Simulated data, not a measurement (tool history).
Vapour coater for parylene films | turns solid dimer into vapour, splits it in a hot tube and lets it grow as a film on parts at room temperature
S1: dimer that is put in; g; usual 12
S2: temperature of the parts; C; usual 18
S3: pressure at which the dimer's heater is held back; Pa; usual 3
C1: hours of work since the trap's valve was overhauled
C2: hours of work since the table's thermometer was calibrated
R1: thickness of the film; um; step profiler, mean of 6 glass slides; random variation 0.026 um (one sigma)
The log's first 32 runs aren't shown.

run    hour  S1  S2     S3   C1   C2    R1
 33     987   7  17   4.23  224  232  1.12
 34  1020.9   7  17   4.23  251  259  1.16
 35  1055.5  14  21   5.27  279  287  1.99
 36  1079.9  13  11   2.63  299  306  2.57
 37    1098   6  17   2.49  313  321  1.04
 38  1138.8   6  17   2.49  346  354  1.02
 39    1181   6  23   2.49  380  387  0.89
 40  1217.7  10  18  11.25  409  417  1.36
 41  1240.3   6  25   4.91  427  435  0.76
     1267.6  -- trap's valve overhauled
 42  1287.2  11  19   8.91   16  469  1.66
 43    1330  12  11      3   50  504  2.46
 44  1356.6  12  11      3   71  525  2.49
 45  1383.5  10  29   9.69   93  547  1.15
 46  1422.2  10  29   9.69  124  578  1.16
 47  1441.8   9  29   9.69  140  593  1.06

Forecast each of these 3 alternatives for the next run:
  A  1483.8  10  23  3.23  173  627   ?
  B  1483.8  21  29  8.37  173  627   ?
  C  1483.8  19  29  2.43  173  627   ?

run    R1
  A  1.51
  B  2.45
  C  2.67
Without the tool's hidden state the same runs would have given:
run    R1
  A  1.57
  B  2.56
  C  2.78

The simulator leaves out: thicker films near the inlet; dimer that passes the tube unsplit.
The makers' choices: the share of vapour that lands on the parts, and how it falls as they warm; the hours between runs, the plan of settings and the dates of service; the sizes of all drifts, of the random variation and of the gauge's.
